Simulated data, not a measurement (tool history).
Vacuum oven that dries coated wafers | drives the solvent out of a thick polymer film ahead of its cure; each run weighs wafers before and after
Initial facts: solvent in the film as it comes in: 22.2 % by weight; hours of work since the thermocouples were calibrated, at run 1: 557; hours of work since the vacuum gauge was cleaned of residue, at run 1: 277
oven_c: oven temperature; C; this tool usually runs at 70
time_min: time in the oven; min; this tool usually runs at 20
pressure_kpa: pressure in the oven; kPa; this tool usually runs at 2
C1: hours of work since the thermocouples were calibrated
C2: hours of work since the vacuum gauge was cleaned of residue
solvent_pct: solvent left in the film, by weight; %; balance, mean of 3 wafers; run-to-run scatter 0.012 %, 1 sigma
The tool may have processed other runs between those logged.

run 1 hour=0 | oven_c=70 time_min=20 pressure_kpa=2 | C1=557 C2=277 | solvent_pct=1.52
run 2 hour=29.5 | oven_c=70 time_min=33 pressure_kpa=2 | C1=572 C2=293 | solvent_pct=0.88
run 3 hour=55.5 | oven_c=70 time_min=33 pressure_kpa=2 | C1=585 C2=306 | solvent_pct=0.9
run 4 hour=78.6 | oven_c=70 time_min=33 pressure_kpa=2 | C1=597 C2=318 | solvent_pct=0.9
run 5 hour=94.3 | oven_c=70 time_min=11 pressure_kpa=2 | C1=605 C2=326 | solvent_pct=3.84
run 6 hour=110.6 | oven_c=70 time_min=11 pressure_kpa=2 | C1=613 C2=334 | solvent_pct=3.82
run 7 hour=137.6 | oven_c=70 time_min=11 pressure_kpa=2 | C1=627 C2=348 | solvent_pct=3.83
run 8 hour=163.2 | oven_c=70 time_min=11 pressure_kpa=2 | C1=640 C2=361 | solvent_pct=3.83
run 9 hour=185.6 | oven_c=70 time_min=11 pressure_kpa=2 | C1=652 C2=372 | solvent_pct=3.84
run 10 hour=200.5 | oven_c=70 time_min=11 pressure_kpa=2 | C1=659 C2=380 | solvent_pct=3.86
run 11 hour=222.2 | oven_c=70 time_min=11 pressure_kpa=2 | C1=670 C2=391 | solvent_pct=3.79
run 12 hour=243.4 | oven_c=70 time_min=22 pressure_kpa=2 | C1=681 C2=402 | solvent_pct=1.32
run 13 hour=262.1 | oven_c=70 time_min=20 pressure_kpa=1.34 | C1=691 C2=411 | solvent_pct=1.28
run 14 hour=292.1 | oven_c=70 time_min=20 pressure_kpa=2 | C1=706 C2=427 | solvent_pct=1.53
run 15 hour=319.4 | oven_c=70 time_min=20 pressure_kpa=2 | C1=720 C2=441 | solvent_pct=1.54
run 16 hour=348.9 | oven_c=70 time_min=20 pressure_kpa=2 | C1=735 C2=456 | solvent_pct=1.53
run 17 hour=375.2 | oven_c=70 time_min=20 pressure_kpa=2 | C1=749 C2=469 | solvent_pct=1.55
run 18 hour=397.5 | oven_c=70 time_min=20 pressure_kpa=2 | C1=760 C2=481 | solvent_pct=1.54
run 19 hour=425.4 | oven_c=70 time_min=20 pressure_kpa=2 | C1=774 C2=495 | solvent_pct=1.53
run 20 hour=455.6 | oven_c=70 time_min=20 pressure_kpa=2 | C1=790 C2=510 | solvent_pct=1.55
-- hour=469.7 oven's thermocouples calibrated
run 21 hour=483.3 | oven_c=74 time_min=36 pressure_kpa=1.42 | C1=7 C2=523 | solvent_pct=0.52
run 22 hour=504.4 | oven_c=74 time_min=36 pressure_kpa=1.42 | C1=18 C2=534 | solvent_pct=0.53
run 23 hour=525.2 | oven_c=59 time_min=26 pressure_kpa=1.42 | C1=28 C2=545 | solvent_pct=3.94
run 24 hour=552 | oven_c=70 time_min=20 pressure_kpa=5.7 | C1=42 C2=559 | solvent_pct=2.97
run 25 hour=580.3 | oven_c=70 time_min=20 pressure_kpa=7.59 | C1=57 C2=573 | solvent_pct=3.69
run 26 hour=609.1 | oven_c=58 time_min=20 pressure_kpa=2 | C1=71 C2=588 | solvent_pct=6.22
run 27 hour=635.1 | oven_c=71 time_min=20 pressure_kpa=1.3 | C1=85 C2=601 | solvent_pct=1.18
run 28 hour=664.4 | oven_c=84 time_min=14 pressure_kpa=1.03 | C1=100 C2=616 | solvent_pct=0.31
run 29 hour=682.7 | oven_c=84 time_min=14 pressure_kpa=1.16 | C1=109 C2=625 | solvent_pct=0.37
run 30 hour=703.7 | oven_c=61 time_min=23 pressure_kpa=1.36 | C1=120 C2=636 | solvent_pct=3.63
run 31 hour=729 | oven_c=76 time_min=18 pressure_kpa=6.3 | C1=133 C2=649 | solvent_pct=2.16
run 32 hour=758.2 | oven_c=76 time_min=18 pressure_kpa=6.3 | C1=147 C2=664 | solvent_pct=2.16
run 33 hour=780.5 | oven_c=55 time_min=23 pressure_kpa=3.72 | C1=159 C2=675 | solvent_pct=7.89
run 34 hour=809.4 | oven_c=66 time_min=31 pressure_kpa=7.13 | C1=174 C2=690 | solvent_pct=3.75
run 35 hour=828.9 | oven_c=60 time_min=19 pressure_kpa=1.41 | C1=184 C2=700 | solvent_pct=5.19
run 36 hour=846.4 | oven_c=60 time_min=19 pressure_kpa=1.41 | C1=193 C2=709 | solvent_pct=5.16
run 37 hour=865.7 | oven_c=82 time_min=19 pressure_kpa=7.6 | C1=202 C2=719 | solvent_pct=1.84
run 38 hour=899.1 | oven_c=65 time_min=30 pressure_kpa=2.62 | C1=219 C2=736 | solvent_pct=2

Consider 4 possible next runs. They are alternatives, not a sequence: every one starts from the tool as it was left by run 38. What does each give?
run A hour=916.3 | oven_c=79 time_min=33 pressure_kpa=1.46 | C1=228 C2=745 | solvent_pct=?
run B hour=916.3 | oven_c=70 time_min=18 pressure_kpa=2 | C1=228 C2=745 | solvent_pct=?
run C hour=916.3 | oven_c=70 time_min=29 pressure_kpa=2 | C1=228 C2=745 | solvent_pct=?
run D hour=916.3 | oven_c=68 time_min=18 pressure_kpa=2 | C1=228 C2=745 | solvent_pct=?

run=A solvent_pct=0.45
run=B solvent_pct=1.87
run=C solvent_pct=1.05
run=D solvent_pct=2.43
Stripped of hidden state, with their random variation kept, the same runs would have yielded:
run=A solvent_pct=0.38
run=B solvent_pct=1.84
run=C solvent_pct=0.97
run=D solvent_pct=2.42
